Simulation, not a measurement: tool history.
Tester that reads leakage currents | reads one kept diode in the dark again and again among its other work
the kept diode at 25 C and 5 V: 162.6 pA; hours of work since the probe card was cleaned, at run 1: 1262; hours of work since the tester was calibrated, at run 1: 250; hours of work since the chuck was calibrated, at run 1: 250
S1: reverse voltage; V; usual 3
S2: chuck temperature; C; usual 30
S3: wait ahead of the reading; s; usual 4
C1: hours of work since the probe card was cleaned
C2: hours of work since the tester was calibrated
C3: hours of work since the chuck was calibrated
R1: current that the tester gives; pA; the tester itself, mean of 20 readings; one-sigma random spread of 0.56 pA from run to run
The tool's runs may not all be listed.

Run 1, day 0: usual settings; C1 1262; C2 250; C3 250. Result: R1 182.49 pA.
Run 2, day 2.212: usual settings; C1 1299; C2 287; C3 287. Result: R1 181.75 pA.
Run 3, day 4.883: usual settings; C1 1343; C2 331; C3 331. Result: R1 181.05 pA.
Run 4, day 7.871: usual settings; C1 1393; C2 381; C3 381. Result: R1 180.69 pA.
Run 5, day 10.375: usual settings; C1 1434; C2 422; C3 422. Result: R1 180.41 pA.
Run 6, day 12.458: usual settings; C1 1469; C2 457; C3 457. Result: R1 179.2 pA.
At day 14.8: probe card cleaned and baked.
Run 7, day 15.175: usual settings but S3 1.96 s; C1 6; C2 500; C3 500. Result: R1 177.92 pA.
Run 8, day 17.829: usual settings; C1 50; C2 544; C3 544. Result: R1 176.26 pA.
Run 9, day 20.271: usual settings; C1 91; C2 584; C3 584. Result: R1 177.06 pA.
Run 10, day 22.308: usual settings but S2 39 C; C1 125; C2 618; C3 618. Result: R1 343.58 pA.
Run 11, day 25.133: usual settings but S2 39 C; C1 172; C2 665; C3 665. Result: R1 341.58 pA.
Run 12, day 27.275: usual settings but S2 39 C; C1 207; C2 701; C3 701. Result: R1 340.5 pA.
Run 13, day 30.071: usual settings but S2 39 C; C1 253; C2 747; C3 747. Result: R1 340.07 pA.
Run 14, day 32.304: usual settings; C1 291; C2 784; C3 784. Result: R1 172 pA.
Run 15, day 34.817: usual settings but S3 2.2 s; C1 332; C2 826; C3 826. Result: R1 172.54 pA.
Run 16, day 36.183: usual settings but S1 6.1 V, S2 27 C, S3 7.23 s; C1 355; C2 849; C3 849. Result: R1 196.28 pA.
Run 17, day 37.621: usual settings but S1 6.1 V, S2 58 C, S3 7.23 s; C1 379; C2 872; C3 872. Result: R1 1779.69 pA.
Run 18, day 40.212: usual settings but S1 3.13 V, S2 23 C, S3 7.23 s; C1 422; C2 915; C3 915. Result: R1 100.07 pA.
Run 19, day 42.704: usual settings but S1 3.13 V, S2 23 C, S3 7.23 s; C1 463; C2 957; C3 957. Result: R1 99.99 pA.
At day 43.004: tester calibrated.
Run 20, day 44.712: usual settings but S1 10.26 V, S2 23 C, S3 7.23 s; C1 495; C2 28; C3 989. Result: R1 185.22 pA.
Run 21, day 46.692: usual settings but S1 1.32 V; C1 528; C2 61; C3 1022. Result: R1 110.88 pA.
Run 22, day 48.471: usual settings but S1 4.88 V, S2 39 C; C1 558; C2 91; C3 1051. Result: R1 424.36 pA.
Run 23, day 50.621: usual settings but S1 11.92 V, S3 0.4 s; C1 593; C2 126; C3 1087. Result: R1 343.36 pA.
At day 52.371: tester calibrated, once more.
Run 24, day 53.708: usual settings but S1 1.52 V, S2 44 C, S3 1.42 s; C1 643; C2 22; C3 1137. Result: R1 332.64 pA.
Run 25, day 56.704: usual settings but S1 12.88 V, S2 29 C, S3 2.16 s; C1 693; C2 72; C3 1186. Result: R1 328.93 pA.
Run 26, day 59.225: usual settings but S1 12.88 V, S2 29 C, S3 2.16 s; C1 735; C2 114; C3 1228. Result: R1 327.37 pA.
Run 27, day 62.025: usual settings but S1 12.88 V, S2 29 C, S3 0.71 s; C1 781; C2 160; C3 1275. Result: R1 327.94 pA.
Run 28, day 63.621: usual settings but S3 1.1 s; C1 808; C2 187; C3 1301. Result: R1 166.02 pA.

4 options for the next run, each taken on its own from the tool as it stands now. Forecast them:
Run A, day 65.721: usual settings but S1 11.67 V, S3 0.93 s; C1 842; C2 222; C3 1336. Result: R1 ?.
Run B, day 65.721: usual settings but S1 1.44 V; C1 842; C2 222; C3 1336. Result: R1 ?.
Run C, day 65.721: usual settings but S1 15.57 V, S2 51 C, S3 0.54 s; C1 842; C2 222; C3 1336. Result: R1 ?.
Run D, day 65.721: usual settings but S2 22 C; C1 842; C2 222; C3 1336. Result: R1 ?.

run       R1
  A   335.63
  B   113.03
  C  1747.89
  D    88.21
With the hidden condition removed and each run's random variation left untouched, the same runs would have given:
run       R1
  A   373.08
  B   126.54
  C  1930.58
  D    98.72
